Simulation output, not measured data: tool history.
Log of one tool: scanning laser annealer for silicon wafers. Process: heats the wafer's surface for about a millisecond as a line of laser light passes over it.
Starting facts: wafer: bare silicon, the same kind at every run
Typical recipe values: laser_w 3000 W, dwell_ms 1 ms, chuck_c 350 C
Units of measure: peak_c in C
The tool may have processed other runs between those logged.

run	day	laser_w	dwell_ms	chuck_c	peak_c
1	0	3000	1	350	1137
2	1.196	3000	1	350	1132
3	3.092	2909	1	350	1105
4	4.104	3000	1	350	1128
5	5.762	3000	1	350	1128
# day 7.604: window over the wafer cleaned
6	7.617	3000	1	350	1149
7	8.817	3000	1	350	1147
8	9.633	3000	1	350	1143

What does the tool deliver on the next run?
9	10.971	3000	1	327	?

peak_c: 1121 C
Minus the tool's unlogged condition, the same run would have read peak_c 1131 C.
